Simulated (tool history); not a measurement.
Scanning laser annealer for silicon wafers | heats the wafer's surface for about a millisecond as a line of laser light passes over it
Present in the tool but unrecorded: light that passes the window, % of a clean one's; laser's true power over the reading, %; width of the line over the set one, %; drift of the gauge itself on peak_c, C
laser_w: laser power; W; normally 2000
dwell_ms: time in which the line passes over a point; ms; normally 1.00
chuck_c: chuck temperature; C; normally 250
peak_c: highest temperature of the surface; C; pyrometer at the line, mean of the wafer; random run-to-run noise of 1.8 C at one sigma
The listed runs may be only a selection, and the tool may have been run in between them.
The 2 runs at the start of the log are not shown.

| run | day | laser_w | dwell_ms | chuck_c | hours of work since the window was cleaned | hours of work since the power meter was calibrated | hours of work since the optics were aligned | peak_c |
|---|---|---|---|---|---|---|---|---|
| 3 | 0.525 | 2000 | 1.00 | 250 | 340 | 136 | 340 | 1021 |
| 4 | 0.904 | 2000 | 1.00 | 250 | 346 | 142 | 346 | 1019 |
| 5 | 1.362 | 2000 | 1.00 | 228 | 353 | 149 | 353 | 995 |
| 6 | 1.808 | 1901 | 1.00 | 228 | 360 | 156 | 360 | 946 |
| 7 | 2.029 | 2000 | 1.00 | 250 | 363 | 159 | 363 | 1020 |
| 8 | 2.258 | 2000 | 1.00 | 250 | 367 | 163 | 367 | 1018 |
| 9 | 2.633 | 2000 | 1.00 | 250 | 372 | 168 | 372 | 1011 |
| 10 | 2.946 | 2000 | 0.95 | 250 | 377 | 173 | 377 | 995 |
| 11 | 3.233 | 2000 | 0.84 | 250 | 382 | 178 | 382 | 941 |
| 12 | 3.450 | 2000 | 0.84 | 250 | 385 | 181 | 385 | 945 |
| 13 | 3.850 | 2000 | 1.00 | 250 | 391 | 187 | 391 | 1015 |
| 14 | 4.296 | 2000 | 1.00 | 250 | 398 | 194 | 398 | 1014 |
| 15 | 4.571 | 2000 | 1.00 | 250 | 402 | 198 | 402 | 1011 |
| 16 | 4.950 | 2129 | 0.78 | 288 | 408 | 204 | 408 | 1006 |
| 17 | 5.333 | 2129 | 0.78 | 288 | 414 | 210 | 414 | 1006 |
| 18 | 5.817 | 2129 | 0.78 | 288 | 422 | 218 | 422 | 1007 |
| 19 | 6.208 | 2000 | 1.00 | 222 | 428 | 224 | 428 | 982 |
| 20 | 6.600 | 2000 | 1.00 | 222 | 434 | 230 | 434 | 980 |

Predict the results of run 21:
| 21 | 6.817 | 2000 | 1.00 | 234 | 437 | 233 | 437 | ? |

{"run 21": {"peak_c": 992}}
Minus the tool's unlogged condition, the same run would have read peak_c 1033 C.
